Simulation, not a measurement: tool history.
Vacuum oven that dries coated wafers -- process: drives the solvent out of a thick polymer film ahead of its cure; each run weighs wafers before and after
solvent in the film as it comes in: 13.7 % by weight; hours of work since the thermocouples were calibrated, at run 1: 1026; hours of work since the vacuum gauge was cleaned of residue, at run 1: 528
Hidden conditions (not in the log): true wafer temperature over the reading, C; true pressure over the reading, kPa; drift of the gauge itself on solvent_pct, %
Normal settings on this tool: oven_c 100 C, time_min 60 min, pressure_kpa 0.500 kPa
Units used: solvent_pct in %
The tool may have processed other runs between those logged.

run   hour  oven_c  time_min  pressure_kpa  hours of work since the thermocouples were calibrated  hours of work since the vacuum gauge was cleaned of residue  solvent_pct
  1    0.0     100        60         0.500                                                   1026                                                          528         1.26
  2   34.9     100        60         0.500                                                   1050                                                          552         1.37
  3   66.9     100        60         0.500                                                   1072                                                          574         1.28
  4   86.3     100        60         0.500                                                   1086                                                          588         1.36
  5  101.4     100        60         0.380                                                   1096                                                          598         1.25
  6  121.5     100        60         0.380                                                   1110                                                          612         1.21
  7  149.7     100        60         0.380                                                   1129                                                          631         1.21
  8  184.0     100        60         0.500                                                   1153                                                          655         1.27
  9  200.3     100        60         0.500                                                   1164                                                          666         1.24
 10  218.7     100        60         0.500                                                   1177                                                          679         1.21
 11  245.9     100        60         0.500                                                   1195                                                          698         1.21
 12  267.8     100        54         0.500                                                   1210                                                          713         1.54
 13  297.4     100        54         0.500                                                   1231                                                          733         1.41
 14  330.1     100        54         0.500                                                   1253                                                          756         1.54
 15  352.5     100        60         0.500                                                   1269                                                          771         1.16
 16  374.6     100        60         0.500                                                   1284                                                          786         1.20
 17  404.3     100        60         0.500                                                   1304                                                          807         1.18
 18  421.9     114        74         0.500                                                   1317                                                          819         0.21
 19  456.9      89        65         0.365                                                   1341                                                          843         3.46
 20  483.9      89        65         0.365                                                   1359                                                          861         3.42
 21  512.6     100        60         0.375                                                   1379                                                          881         1.14
 22  542.6     111        42         0.470                                                   1400                                                          902         0.40
 23  572.8      92        52         0.387                                                   1420                                                          923         3.51
 24  604.5     114        85         0.387                                                   1442                                                          944         0.19
 25  632.1     114        38         1.212                                                   1461                                                          964         0.61
 26  652.7     106        52         0.647                                                   1475                                                          978         0.64
 27  679.8     110        37         0.965                                                   1494                                                          996         0.82
 28  695.3      98        54         0.381                                                   1505                                                         1007         1.72
 29  711.5      97        31         0.547                                                   1516                                                         1018         4.03
 30  728.0      97        31         0.547                                                   1527                                                         1029         3.99
 31  760.8     101        31         0.340                                                   1550                                                         1052         2.85
 32  793.1     101        31         0.340                                                   1572                                                         1074         2.83

Alternative continuations, all from the tool just after run 32; predict every row:
  A  818.8     111        84         0.754                                                   1590                                                         1092            ?
  B  818.8     102        65         0.340                                                   1590                                                         1092            ?
  C  818.8      88        31         0.340                                                   1590                                                         1092            ?

run  solvent_pct
  A         0.27
  B         0.68
  C         6.39
Take away the tool's hidden state, keep each run's random variation, and the runs would have read:
run  solvent_pct
  A         0.26
  B         1.08
  C         7.20
